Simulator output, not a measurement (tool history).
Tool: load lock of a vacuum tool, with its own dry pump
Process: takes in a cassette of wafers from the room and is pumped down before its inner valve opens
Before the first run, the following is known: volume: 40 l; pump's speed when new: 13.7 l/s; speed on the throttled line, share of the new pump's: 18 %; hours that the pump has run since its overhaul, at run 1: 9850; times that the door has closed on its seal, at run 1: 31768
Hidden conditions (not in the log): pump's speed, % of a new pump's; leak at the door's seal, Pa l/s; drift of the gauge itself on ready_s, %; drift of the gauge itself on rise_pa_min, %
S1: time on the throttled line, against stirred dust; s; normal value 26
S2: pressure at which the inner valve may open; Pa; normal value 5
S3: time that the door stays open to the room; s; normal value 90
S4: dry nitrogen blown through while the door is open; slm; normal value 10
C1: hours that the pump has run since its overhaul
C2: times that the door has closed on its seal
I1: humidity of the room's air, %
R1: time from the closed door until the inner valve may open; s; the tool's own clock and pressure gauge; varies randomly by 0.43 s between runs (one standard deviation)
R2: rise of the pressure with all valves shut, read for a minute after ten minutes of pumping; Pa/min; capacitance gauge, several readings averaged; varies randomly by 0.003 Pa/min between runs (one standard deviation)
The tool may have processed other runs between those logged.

run    hour  S1  S2   S3  S4     C1     C2    I1    R1     R2
  1       0  26   5   90  10   9850  31768    46  55.6  0.123
  2   239.3  26   5   90  10  10089  32867  45.7  55.5  0.128
  3   433.5  26   5   90  10  10283  33758  47.5  55.5  0.141
  4   603.8  26   5   90  10  10454  34540  46.8  55.2  0.141
  5   754.4  26   5   90  10  10604  35231  42.8    55  0.133
  6  1007.5  26   5   90  10  10857  36393  44.6  55.3  0.142
  7    1221  26   5   90  10  11071  37373    44  56.2  0.152
  8  1500.7  26   5   90  10  11350  38657  42.9  56.4  0.157
  9  1632.1  26   5   90  10  11482  39260  46.3  55.7   0.17
 10  1789.4  26   5   90  10  11639  39982  45.7  56.3  0.163
 11  1950.6  31   5   90  10  11800  40722  42.3  60.4  0.164
 12    2254  31   5   90  10  12104  42115  43.7    60  0.172
 13  2444.8  31   5   90  10  12295  42991  42.6  59.9  0.173
 14  2584.5  31   5   90  10  12434  43632  46.3  59.9  0.182
 15  2873.4  31   5   90  10  12723  44958  47.4  59.8  0.191
 16  3175.4  31   7   90  10  13025  46345  44.6  59.3  0.195
 17    3423  31   7   90  10  13273  47481  40.2  59.9  0.205
 18    3662  31   9   90  13  13512  48578  48.3  59.6  0.207
 19  3852.9  31   9   90  13  13703  49455  46.2    59   0.21
 20  4049.8  25   5   90  14  13900  50359  47.9  56.6  0.225
 21  4297.5  25   5   60  14  14147  51496  48.5  57.1  0.222
 22  4510.7  28   5   60   5  14360  52474  44.6  59.7  0.228
 23  4757.8  26   7  219  10  14608  53609  44.3  56.1  0.247
 24  4918.4  26   7  219  10  14768  54346  43.3  56.2  0.254
 25  5122.7  26   4  219  10  14972  55283  45.3  58.6  0.257
 26  5342.6  32   5   94  26  15192  56293  45.8  63.4  0.244
 27  5611.8  35   7   90  10  15462  57529  48.1  63.4  0.263
 28  5915.1  35   7   90  10  15765  58921  41.7  64.2  0.271
 29  6110.4  14   5   90  10  15960  59817    47  49.6   0.28
 30  6364.9  30   4  204  10  16215  60986  44.5  63.9  0.305

Alternative continuations, all from the tool just after run 30; predict every row:
  A  6570.8  30   5   90  10  16421  61931  45.7   ?   ?
  B  6570.8  25   5   90  10  16421  61931  43.5   ?   ?
  C  6570.8  26  10   43  13  16421  61931  39.5   ?   ?
  D  6570.8  26   5   76   5  16421  61931  46.1   ?   ?
  E  6570.8  30   7  204  10  16421  61931    44   ?   ?

run    R1     R2
  A  61.7  0.292
  B  58.6  0.293
  C  56.5  0.284
  D  58.7  0.301
  E  61.5  0.306
The same runs, with their run-to-run variation unchanged, on a tool lacking any hidden condition would have given:
run    R1     R2
  A  53.3  0.033
  B  49.8  0.036
  C  48.7  0.025
  D    50  0.039
  E  53.5  0.045

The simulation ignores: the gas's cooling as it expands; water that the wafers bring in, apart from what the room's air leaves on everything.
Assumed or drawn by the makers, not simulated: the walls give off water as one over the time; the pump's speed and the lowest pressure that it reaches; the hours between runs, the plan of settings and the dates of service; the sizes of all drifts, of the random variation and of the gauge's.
